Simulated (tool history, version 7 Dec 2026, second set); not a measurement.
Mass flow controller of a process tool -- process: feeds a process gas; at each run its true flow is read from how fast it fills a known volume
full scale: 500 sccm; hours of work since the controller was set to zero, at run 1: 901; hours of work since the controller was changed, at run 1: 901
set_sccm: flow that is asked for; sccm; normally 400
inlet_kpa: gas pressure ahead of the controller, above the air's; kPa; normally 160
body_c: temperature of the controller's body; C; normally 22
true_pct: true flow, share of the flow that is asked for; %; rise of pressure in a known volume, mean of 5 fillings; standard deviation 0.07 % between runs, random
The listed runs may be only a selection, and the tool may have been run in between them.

| run | hour | set_sccm | inlet_kpa | body_c | hours of work since the controller was set to zero | hours of work since the controller was changed | true_pct |
|---|---|---|---|---|---|---|---|
| 1 | 0 | 400 | 160 | 22 | 901 | 901 | 99.4 |
| 2 | 115.6 | 400 | 160 | 22 | 977 | 977 | 99.5 |
| 3 | 287.1 | 332 | 160 | 22 | 1090 | 1090 | 99.01 |
| 4 | 450.4 | 400 | 160 | 22 | 1198 | 1198 | 99.27 |
| 5 | 571.9 | 400 | 160 | 22 | 1278 | 1278 | 99.56 |
| 6 | 699.7 | 400 | 160 | 22 | 1363 | 1363 | 99.27 |
| 7 | 829.5 | 400 | 160 | 22 | 1448 | 1448 | 99.37 |
| 8 | 985.2 | 400 | 160 | 22 | 1551 | 1551 | 99.37 |
| 9 | 1062.2 | 400 | 160 | 22 | 1602 | 1602 | 99.18 |
| 10 | 1170.8 | 400 | 165 | 22 | 1674 | 1674 | 99.37 |
| 11 | 1307 | 400 | 165 | 22 | 1764 | 1764 | 99.34 |
| 12 | 1406.6 | 473 | 165 | 22 | 1830 | 1830 | 99.69 |
| 13 | 1515.7 | 333 | 160 | 22 | 1902 | 1902 | 99.07 |
| 14 | 1682.3 | 400 | 160 | 22 | 2012 | 2012 | 99.44 |
| 15 | 1834.6 | 94 | 235 | 23 | 2112 | 2112 | 98.73 |
| 16 | 2007.3 | 135 | 142 | 38 | 2226 | 2226 | 100.03 |
| 17 | 2149.1 | 165 | 165 | 38 | 2320 | 2320 | 99.96 |
| 18 | 2265 | 400 | 161 | 22 | 2396 | 2396 | 99.27 |
| 19 | 2413.2 | 114 | 235 | 22 | 2494 | 2494 | 98.33 |
| 20 | 2493.3 | 114 | 235 | 22 | 2547 | 2547 | 98.6 |
| 21 | 2614.7 | 114 | 235 | 22 | 2627 | 2627 | 98.47 |
| 22 | 2755.6 | 114 | 235 | 22 | 2721 | 2721 | 98.5 |
| 23 | 2895.9 | 400 | 274 | 26 | 2813 | 2813 | 99.16 |
| 24 | 3015.5 | 400 | 274 | 26 | 2892 | 2892 | 99.07 |
| 25 | 3085.7 | 154 | 184 | 24 | 2939 | 2939 | 98.66 |
| 26 | 3252 | 154 | 184 | 24 | 3048 | 3048 | 98.68 |
| 27 | 3417.1 | 154 | 184 | 24 | 3157 | 3157 | 98.79 |
| 28 | 3510.5 | 154 | 198 | 24 | 3219 | 3219 | 98.66 |

Alternative continuations, all from the tool just after run 28; predict every row:
| A | 3636.1 | 416 | 198 | 29 | 3302 | 3302 | ? |
| B | 3636.1 | 156 | 277 | 29 | 3302 | 3302 | ? |
| C | 3636.1 | 292 | 198 | 24 | 3302 | 3302 | ? |

| run | true_pct |
|---|---|
| A | 99.66 |
| B | 98.86 |
| C | 98.67 |
What these runs would have given with no unlogged condition in the tool:
| run | true_pct |
|---|---|
| A | 99.81 |
| B | 98.08 |
| C | 98.57 |
